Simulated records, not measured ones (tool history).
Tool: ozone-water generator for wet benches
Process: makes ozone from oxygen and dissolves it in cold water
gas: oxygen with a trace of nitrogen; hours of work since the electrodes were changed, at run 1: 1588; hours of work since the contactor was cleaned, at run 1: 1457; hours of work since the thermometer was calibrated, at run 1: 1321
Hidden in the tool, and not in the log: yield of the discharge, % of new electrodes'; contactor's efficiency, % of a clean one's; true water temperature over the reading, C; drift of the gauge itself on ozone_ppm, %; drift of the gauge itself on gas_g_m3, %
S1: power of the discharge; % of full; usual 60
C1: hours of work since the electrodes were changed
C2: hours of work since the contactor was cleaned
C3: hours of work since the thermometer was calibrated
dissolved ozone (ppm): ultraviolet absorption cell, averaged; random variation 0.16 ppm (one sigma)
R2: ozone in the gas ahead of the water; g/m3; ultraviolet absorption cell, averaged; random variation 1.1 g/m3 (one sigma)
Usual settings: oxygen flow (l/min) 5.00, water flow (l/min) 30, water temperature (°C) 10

Run 1, hour 0.0: usual settings; C1 1588; C2 1457; C3 1321. Result: dissolved ozone (ppm) 20.3, R2 199.5 g/m3.
Run 2, hour 72.1: usual settings; C1 1648; C2 1517; C3 1381. Result: dissolved ozone (ppm) 20.4, R2 200.3 g/m3.
Run 3, hour 147.9: usual settings; C1 1711; C2 1581; C3 1445. Result: dissolved ozone (ppm) 20.2, R2 201.5 g/m3.
Run 4, hour 285.1: usual settings; C1 1826; C2 1696; C3 1559. Result: dissolved ozone (ppm) 20.2, R2 200.0 g/m3.
Run 5, hour 417.3: usual settings; C1 1937; C2 1806; C3 1670. Result: dissolved ozone (ppm) 20.3, R2 200.6 g/m3.
Run 6, hour 517.0: usual settings but S1 73 % of full; C1 2020; C2 1890; C3 1753. Result: dissolved ozone (ppm) 23.0, R2 226.1 g/m3.
Run 7, hour 605.9: usual settings but S1 73 % of full; C1 2095; C2 1964; C3 1828. Result: dissolved ozone (ppm) 22.7, R2 224.9 g/m3.
Run 8, hour 740.6: usual settings but S1 73 % of full; C1 2208; C2 2077; C3 1941. Result: dissolved ozone (ppm) 22.7, R2 223.9 g/m3.
Run 9, hour 879.7: usual settings but S1 73 % of full; C1 2324; C2 2193; C3 2057. Result: dissolved ozone (ppm) 22.7, R2 222.8 g/m3.
Run 10, hour 945.4: usual settings but S1 73 % of full; C1 2379; C2 2248; C3 2112. Result: dissolved ozone (ppm) 23.0, R2 223.9 g/m3.
Run 11, hour 1059.9: usual settings but S1 73 % of full; C1 2475; C2 2344; C3 2208. Result: dissolved ozone (ppm) 22.9, R2 223.6 g/m3.
Run 12, hour 1185.7: usual settings but S1 73 % of full; C1 2580; C2 2450; C3 2313. Result: dissolved ozone (ppm) 22.8, R2 225.6 g/m3.
Run 13, hour 1250.0: usual settings; C1 2634; C2 2503; C3 2367. Result: dissolved ozone (ppm) 20.6, R2 199.7 g/m3.
Run 14, hour 1359.6: usual settings; C1 2726; C2 2595; C3 2459. Result: dissolved ozone (ppm) 20.4, R2 199.6 g/m3.
At hour 1405.3: contactor cleaned.
Run 15, hour 1452.6: usual settings but S1 44 % of full; C1 2800; C2 40; C3 2533. Result: dissolved ozone (ppm) 17.2, R2 165.4 g/m3.
Run 16, hour 1598.7: usual settings; C1 2922; C2 162; C3 2655. Result: dissolved ozone (ppm) 20.3, R2 200.6 g/m3.
Run 17, hour 1696.8: usual settings; C1 3004; C2 244; C3 2738. Result: dissolved ozone (ppm) 20.2, R2 201.8 g/m3.
Run 18, hour 1775.5: usual settings but S1 72 % of full, oxygen flow (l/min) 7.41, water flow (l/min) 20, water temperature (°C) 15; C1 3070; C2 310; C3 2803. Result: dissolved ozone (ppm) 31.9, R2 192.5 g/m3.
Run 19, hour 1867.9: usual settings but S1 99 % of full; C1 3148; C2 387; C3 2881. Result: dissolved ozone (ppm) 27.3, R2 268.6 g/m3.
Run 20, hour 2008.4: usual settings but S1 42 % of full, water flow (l/min) 28, water temperature (°C) 8; C1 3265; C2 505; C3 2998. Result: dissolved ozone (ppm) 18.0, R2 162.0 g/m3.
Run 21, hour 2068.9: usual settings but oxygen flow (l/min) 2.84, water flow (l/min) 23, water temperature (°C) 11; C1 3316; C2 555; C3 3049. Result: dissolved ozone (ppm) 20.8, R2 247.1 g/m3.
Run 22, hour 2189.8: usual settings but S1 83 % of full, oxygen flow (l/min) 3.80, water flow (l/min) 29; C1 3417; C2 656; C3 3150. Result: dissolved ozone (ppm) 23.0, R2 264.6 g/m3.
Run 23, hour 2314.9: usual settings but S1 62 % of full, oxygen flow (l/min) 3.80, water flow (l/min) 20, water temperature (°C) 6; C1 3522; C2 761; C3 3255. Result: dissolved ozone (ppm) 28.1, R2 224.1 g/m3.
Run 24, hour 2386.9: usual settings but S1 67 % of full, oxygen flow (l/min) 3.53, water flow (l/min) 18, water temperature (°C) 7; C1 3582; C2 822; C3 3315. Result: dissolved ozone (ppm) 30.9, R2 244.8 g/m3.
Run 25, hour 2496.9: usual settings but S1 67 % of full, oxygen flow (l/min) 3.53, water flow (l/min) 18, water temperature (°C) 7; C1 3674; C2 914; C3 3407. Result: dissolved ozone (ppm) 31.0, R2 246.2 g/m3.
Run 26, hour 2557.4: usual settings but S1 59 % of full, oxygen flow (l/min) 6.20, water flow (l/min) 18, water temperature (°C) 9; C1 3725; C2 964; C3 3458. Result: dissolved ozone (ppm) 32.6, R2 182.0 g/m3.
Run 27, hour 2673.6: usual settings but S1 59 % of full, oxygen flow (l/min) 6.20, water flow (l/min) 18, water temperature (°C) 9; C1 3822; C2 1061; C3 3555. Result: dissolved ozone (ppm) 32.4, R2 183.2 g/m3.
Run 28, hour 2766.4: usual settings but water temperature (°C) 7; C1 3900; C2 1139; C3 3633. Result: dissolved ozone (ppm) 21.1, R2 199.6 g/m3.
Run 29, hour 2865.5: usual settings but water flow (l/min) 27, water temperature (°C) 7; C1 3982; C2 1222; C3 3716. Result: dissolved ozone (ppm) 22.9, R2 200.1 g/m3.
Run 30, hour 2969.9: usual settings but S1 80 % of full, oxygen flow (l/min) 4.34, water flow (l/min) 33, water temperature (°C) 15; C1 4070; C2 1309; C3 3803. Result: dissolved ozone (ppm) 19.8, R2 251.8 g/m3.
Run 31, hour 3104.3: usual settings but water flow (l/min) 42; C1 4182; C2 1422; C3 3916. Result: dissolved ozone (ppm) 14.4, R2 199.3 g/m3.
Run 32, hour 3245.2: usual settings but S1 54 % of full, oxygen flow (l/min) 7.81, water flow (l/min) 42, water temperature (°C) 14; C1 4300; C2 1540; C3 4033. Result: dissolved ozone (ppm) 15.2, R2 158.5 g/m3.
Run 33, hour 3361.7: usual settings but S1 78 % of full, oxygen flow (l/min) 7.49, water flow (l/min) 34; C1 4398; C2 1637; C3 4131. Result: dissolved ozone (ppm) 23.6, R2 200.6 g/m3.

How the hidden state differs across the entries between the runs, from the last listed run before each to the first after it:
Between runs 14 and 15: contactor cleaned (hour 1405.3)
  contactor's efficiency, % of a clean one's: 99.9 -> 100
